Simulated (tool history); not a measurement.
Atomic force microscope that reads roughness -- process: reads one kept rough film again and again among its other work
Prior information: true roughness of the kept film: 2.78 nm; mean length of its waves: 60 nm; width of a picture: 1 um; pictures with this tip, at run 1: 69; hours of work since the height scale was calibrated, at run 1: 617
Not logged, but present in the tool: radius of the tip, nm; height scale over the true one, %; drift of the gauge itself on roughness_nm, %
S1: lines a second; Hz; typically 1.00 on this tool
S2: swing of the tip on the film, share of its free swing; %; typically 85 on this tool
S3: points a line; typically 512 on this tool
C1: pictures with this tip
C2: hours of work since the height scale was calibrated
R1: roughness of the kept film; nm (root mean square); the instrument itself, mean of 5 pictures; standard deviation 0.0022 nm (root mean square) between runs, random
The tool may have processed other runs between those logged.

run 1 hour=0.0 | S1=1.00 S2=85 S3=512 | C1=69 C2=617 | R1=2.517
run 2 hour=10.5 | S1=1.00 S2=85 S3=512 | C1=94 C2=624 | R1=2.506
run 3 hour=21.7 | S1=1.00 S2=77 S3=512 | C1=121 C2=632 | R1=2.565
-- hour=29.5 new tip fitted
run 4 hour=34.5 | S1=1.00 S2=85 S3=512 | C1=12 C2=640 | R1=2.536
run 5 hour=45.7 | S1=1.00 S2=85 S3=512 | C1=39 C2=648 | R1=2.528
run 6 hour=59.5 | S1=1.00 S2=85 S3=512 | C1=72 C2=658 | R1=2.520
run 7 hour=71.6 | S1=1.00 S2=85 S3=512 | C1=101 C2=666 | R1=2.508
-- hour=89.2 new tip fitted
run 8 hour=89.2 | S1=1.00 S2=85 S3=512 | C1=0 C2=678 | R1=2.539
-- hour=91.8 height scale calibrated on a step standard
run 9 hour=107.9 | S1=1.00 S2=85 S3=512 | C1=43 C2=11 | R1=2.540
run 10 hour=118.2 | S1=3.46 S2=64 S3=512 | C1=68 C2=18 | R1=2.509
run 11 hour=129.1 | S1=0.84 S2=86 S3=335 | C1=94 C2=26 | R1=2.547
run 12 hour=141.2 | S1=0.70 S2=71 S3=943 | C1=123 C2=34 | R1=2.658
-- hour=148.2 new tip fitted
run 13 hour=158.1 | S1=0.70 S2=71 S3=943 | C1=24 C2=46 | R1=2.686
run 14 hour=173.2 | S1=0.70 S2=71 S3=943 | C1=60 C2=56 | R1=2.678

Predict each of these 3 candidate next runs independently; none follows another, all start after run 14:
run A hour=191.8 | S1=1.63 S2=85 S3=512 | C1=105 C2=69 | R1=?
run B hour=191.8 | S1=1.03 S2=89 S3=826 | C1=105 C2=69 | R1=?
run C hour=191.8 | S1=0.67 S2=89 S3=394 | C1=105 C2=69 | R1=?

run=A R1=2.407
run=B R1=2.482
run=C R1=2.565
With the hidden condition removed and each run's random variation left untouched, the same runs would have given:
run=A R1=2.401
run=B R1=2.476
run=C R1=2.559
